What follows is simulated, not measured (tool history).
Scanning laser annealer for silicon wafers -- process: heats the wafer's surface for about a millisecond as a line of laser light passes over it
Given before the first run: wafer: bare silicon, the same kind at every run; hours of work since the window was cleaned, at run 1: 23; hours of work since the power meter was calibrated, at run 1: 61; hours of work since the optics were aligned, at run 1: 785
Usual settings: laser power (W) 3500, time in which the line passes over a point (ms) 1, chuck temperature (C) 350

| run | hour | laser power (W) | time in which the line passes over a point (ms) | chuck temperature (C) | hours of work since the window was cleaned | hours of work since the power meter was calibrated | hours of work since the optics were aligned | highest temperature of the surface (C) |
|---|---|---|---|---|---|---|---|---|
| 1 | 0 | 3500 | 1 | 350 | 23 | 61 | 785 | 1106 |
| 2 | 8.6 | 3500 | 1 | 350 | 27 | 64 | 788 | 1104 |
| 3 | 19.4 | 3302 | 1 | 350 | 31 | 69 | 793 | 1062 |
| 4 | 24.7 | 3302 | 1 | 350 | 33 | 71 | 795 | 1059 |
| 5 | 33.4 | 3302 | 1 | 350 | 37 | 74 | 799 | 1065 |
| 6 | 41 | 3302 | 1 | 350 | 40 | 78 | 802 | 1065 |
| 7 | 51.5 | 3500 | 1 | 350 | 45 | 82 | 806 | 1105 |
| 8 | 59.1 | 3500 | 1 | 350 | 48 | 85 | 809 | 1100 |
| 9 | 64.7 | 3500 | 1 | 350 | 50 | 87 | 812 | 1105 |
| 10 | 72.6 | 3500 | 1 | 350 | 53 | 91 | 815 | 1103 |
| 11 | 80.6 | 3390 | 1.09 | 357 | 57 | 94 | 818 | 1124 |
|  | 83.3 | window over the wafer cleaned |
| 12 | 92 | 3500 | 1 | 382 | 4 | 98 | 822 | 1134 |
| 13 | 98.1 | 3601 | 1 | 358 | 6 | 101 | 825 | 1126 |
| 14 | 103.7 | 3615 | 0.88 | 354 | 8 | 103 | 827 | 1076 |
| 15 | 108.7 | 3005 | 0.77 | 350 | 11 | 105 | 829 | 919 |
| 16 | 119.7 | 3476 | 0.77 | 350 | 15 | 109 | 834 | 996 |
| 17 | 130.3 | 3655 | 0.79 | 375 | 20 | 114 | 838 | 1064 |
| 18 | 136.1 | 3168 | 0.89 | 384 | 22 | 116 | 840 | 1027 |
| 19 | 143.9 | 3168 | 1.09 | 384 | 25 | 120 | 844 | 1098 |
|  | 151.5 | window over the wafer cleaned, once more |
| 20 | 155.1 | 3009 | 1.09 | 385 | 1 | 123 | 847 | 1078 |

Hidden state at the last listed run before each entry between runs and at the first one after, where it differs:
In the gap between runs 11 and 12: window over the wafer cleaned (hour 83.3)
  light that passes the window, % of a clean one's: 99.1 -> 98.84; width of the line over the set one, %: 3.16 -> 3.17
  measured result minus the result with no hidden state, highest temperature of the surface (C): -15 -> -17
In the gap between runs 19 and 20: window over the wafer cleaned, once more (hour 151.5)
  light that passes the window, % of a clean one's: 98.68 -> 99.78; laser's true power over the reading, %: -0.04 -> -0.05; width of the line over the set one, %: 3.25 -> 3.27
  measured result minus the result with no hidden state, highest temperature of the surface (C): -18 -> -10
